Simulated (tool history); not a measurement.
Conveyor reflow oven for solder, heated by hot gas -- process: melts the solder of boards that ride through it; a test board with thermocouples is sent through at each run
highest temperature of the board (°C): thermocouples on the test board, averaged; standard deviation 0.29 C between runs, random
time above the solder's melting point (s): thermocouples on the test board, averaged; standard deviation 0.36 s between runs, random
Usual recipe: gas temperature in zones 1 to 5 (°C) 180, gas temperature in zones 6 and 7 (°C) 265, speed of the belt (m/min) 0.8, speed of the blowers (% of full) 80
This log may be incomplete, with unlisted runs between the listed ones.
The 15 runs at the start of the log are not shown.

| run | hour | gas temperature in zones 1 to 5 (°C) | gas temperature in zones 6 and 7 (°C) | speed of the belt (m/min) | speed of the blowers (% of full) | hours of work since the flux was cleaned out | hours of work since the belt drive was overhauled | hours of work since the thermocouples were changed | highest temperature of the board (°C) | time above the solder's melting point (s) |
|---|---|---|---|---|---|---|---|---|---|---|
|  | 184 | belt drive overhauled, speed set with a stopwatch |
| 16 | 195.8 | 180 | 265 | 0.8 | 80 | 147 | 5 | 696 | 251.5 | 47.4 |
| 17 | 209.8 | 172 | 265 | 0.812 | 73 | 154 | 12 | 703 | 249.1 | 41.9 |
|  | 228.5 | belt drive overhauled, speed set with a stopwatch, once more |
| 18 | 228.8 | 172 | 265 | 0.812 | 72 | 160 | 0 | 709 | 248.1 | 41.2 |
| 19 | 240.8 | 173 | 265 | 0.7 | 80 | 166 | 5 | 715 | 254.7 | 53.4 |
| 20 | 253.6 | 192 | 265 | 0.8 | 80 | 171 | 11 | 721 | 253.9 | 52 |
| 21 | 267.1 | 180 | 265 | 0.8 | 57 | 177 | 17 | 727 | 247.1 | 42.2 |
| 22 | 278.9 | 180 | 274 | 0.811 | 59 | 183 | 23 | 732 | 254.2 | 46.4 |
| 23 | 294.5 | 180 | 274 | 0.811 | 59 | 190 | 30 | 739 | 255 | 45.7 |
| 24 | 310.4 | 185 | 259 | 0.8 | 80 | 197 | 37 | 746 | 247.2 | 45.1 |
| 25 | 322.1 | 181 | 265 | 0.823 | 80 | 202 | 42 | 751 | 251.2 | 44.9 |
| 26 | 332 | 175 | 268 | 0.898 | 89 | 207 | 46 | 756 | 251.1 | 39 |
| 27 | 341.9 | 180 | 261 | 0.8 | 80 | 211 | 51 | 760 | 247.8 | 44.5 |
| 28 | 356.5 | 180 | 261 | 0.8 | 80 | 218 | 57 | 767 | 248 | 43.7 |
| 29 | 372.4 | 180 | 262 | 0.8 | 75 | 225 | 64 | 774 | 248.6 | 43.4 |
| 30 | 380.1 | 180 | 265 | 0.8 | 65 | 228 | 68 | 777 | 249 | 43.9 |
| 31 | 396.2 | 180 | 265 | 0.8 | 65 | 235 | 75 | 785 | 248.9 | 44.2 |
| 32 | 408.2 | 180 | 265 | 0.8 | 65 | 241 | 81 | 790 | 248.9 | 44 |

Alternative continuations, all from the tool just after run 32; predict every row:
| A | 420.2 | 189 | 258 | 0.759 | 80 | 246 | 86 | 795 | ? | ? |
| B | 420.2 | 183 | 265 | 0.921 | 63 | 246 | 86 | 795 | ? | ? |
| C | 420.2 | 174 | 265 | 0.955 | 81 | 246 | 86 | 795 | ? | ? |

| run | highest temperature of the board (°C) | time above the solder's melting point (s) |
|---|---|---|
| A | 248.9 | 51.2 |
| B | 243.9 | 34.7 |
| C | 244.4 | 32.2 |
Take away the tool's hidden state, keep each run's random variation, and the runs would have read:
| run | highest temperature of the board (°C) | time above the solder's melting point (s) |
|---|---|---|
| A | 248.3 | 51.1 |
| B | 244 | 35.1 |
| C | 244.8 | 32.8 |
